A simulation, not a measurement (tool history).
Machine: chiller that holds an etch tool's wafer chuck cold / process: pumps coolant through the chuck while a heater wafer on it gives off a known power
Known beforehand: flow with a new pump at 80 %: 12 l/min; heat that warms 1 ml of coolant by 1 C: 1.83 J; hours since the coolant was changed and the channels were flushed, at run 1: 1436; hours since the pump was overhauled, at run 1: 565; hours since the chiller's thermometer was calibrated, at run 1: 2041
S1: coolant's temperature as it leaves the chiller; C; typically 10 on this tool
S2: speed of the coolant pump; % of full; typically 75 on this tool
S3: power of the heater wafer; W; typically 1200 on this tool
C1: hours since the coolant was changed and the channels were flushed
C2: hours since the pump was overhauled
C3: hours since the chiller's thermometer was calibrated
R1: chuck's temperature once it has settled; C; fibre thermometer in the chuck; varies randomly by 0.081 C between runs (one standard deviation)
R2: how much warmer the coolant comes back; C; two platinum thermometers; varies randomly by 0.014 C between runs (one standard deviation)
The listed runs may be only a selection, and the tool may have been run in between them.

{"run": 1, "day": 0.0, "S1": 10, "S2": 75, "S3": 1200, "C1": 1436, "C2": 565, "C3": 2041, "R1": 17.82, "R2": 3.55}
{"run": 2, "day": 1.8, "S1": 10, "S2": 75, "S3": 1200, "C1": 1479, "C2": 609, "C3": 2084, "R1": 17.92, "R2": 3.53}
{"run": 3, "day": 4.492, "S1": 10, "S2": 75, "S3": 1200, "C1": 1543, "C2": 673, "C3": 2149, "R1": 17.78, "R2": 3.54}
{"run": 4, "day": 6.817, "S1": 17, "S2": 75, "S3": 1200, "C1": 1599, "C2": 729, "C3": 2205, "R1": 24.82, "R2": 3.53}
{"day": 8.329, "done": "chiller's thermometer calibrated"}
{"run": 5, "day": 9.562, "S1": 6, "S2": 75, "S3": 1200, "C1": 1664, "C2": 794, "C3": 30, "R1": 13.95, "R2": 3.53}
{"run": 6, "day": 11.454, "S1": 6, "S2": 75, "S3": 1200, "C1": 1710, "C2": 839, "C3": 75, "R1": 13.94, "R2": 3.52}
{"run": 7, "day": 14.029, "S1": 6, "S2": 75, "S3": 1200, "C1": 1771, "C2": 901, "C3": 137, "R1": 14.04, "R2": 3.52}
{"day": 14.471, "done": "coolant pump overhauled"}
{"run": 8, "day": 16.371, "S1": 14, "S2": 75, "S3": 1200, "C1": 1823, "C2": 46, "C3": 188, "R1": 21.95, "R2": 3.55}
{"run": 9, "day": 18.975, "S1": 18, "S2": 75, "S3": 1200, "C1": 1885, "C2": 108, "C3": 250, "R1": 26.05, "R2": 3.54}
{"run": 10, "day": 20.408, "S1": 7, "S2": 75, "S3": 1200, "C1": 1919, "C2": 143, "C3": 285, "R1": 15.02, "R2": 3.56}
{"run": 11, "day": 22.158, "S1": 7, "S2": 75, "S3": 1200, "C1": 1961, "C2": 185, "C3": 327, "R1": 15.1, "R2": 3.54}
{"day": 22.525, "done": "coolant pump overhauled, once more"}
{"run": 12, "day": 24.308, "S1": 2, "S2": 97, "S3": 932, "C1": 2008, "C2": 43, "C3": 373, "R1": 7.24, "R2": 2.05}
{"run": 13, "day": 26.808, "S1": 2, "S2": 70, "S3": 1249, "C1": 2068, "C2": 103, "C3": 433, "R1": 10.71, "R2": 3.95}
{"run": 14, "day": 28.0, "S1": 10, "S2": 83, "S3": 1200, "C1": 2097, "C2": 131, "C3": 462, "R1": 17.56, "R2": 3.19}
{"run": 15, "day": 30.604, "S1": 11, "S2": 75, "S3": 898, "C1": 2159, "C2": 194, "C3": 525, "R1": 16.97, "R2": 2.64}
{"run": 16, "day": 32.846, "S1": 18, "S2": 68, "S3": 832, "C1": 2213, "C2": 248, "C3": 578, "R1": 24.05, "R2": 2.72}
{"run": 17, "day": 34.771, "S1": 18, "S2": 68, "S3": 713, "C1": 2259, "C2": 294, "C3": 625, "R1": 22.94, "R2": 2.32}
{"run": 18, "day": 36.483, "S1": 17, "S2": 82, "S3": 893, "C1": 2300, "C2": 335, "C3": 666, "R1": 22.57, "R2": 2.36}
{"run": 19, "day": 37.688, "S1": 8, "S2": 69, "S3": 962, "C1": 2329, "C2": 364, "C3": 695, "R1": 14.84, "R2": 3.09}

Each row is a separate what-if for the run after 19, all from the same tool condition, not one after another. Results?
{"run": "A", "day": 38.992, "S1": 8, "S2": 75, "S3": 1188, "C1": 2360, "C2": 395, "C3": 726, "R1": "?", "R2": "?"}
{"run": "B", "day": 38.992, "S1": 10, "S2": 69, "S3": 962, "C1": 2360, "C2": 395, "C3": 726, "R1": "?", "R2": "?"}
{"run": "C", "day": 38.992, "S1": 19, "S2": 69, "S3": 1340, "C1": 2360, "C2": 395, "C3": 726, "R1": "?", "R2": "?"}

run=A R1=16.01 R2=3.49
run=B R1=16.95 R2=3.13
run=C R1=28.32 R2=4.32
Had the tool no hidden state, the same runs would have come out as:
run=A R1=15.65 R2=3.47
run=B R1=16.65 R2=3.11
run=C R1=27.9 R2=4.29
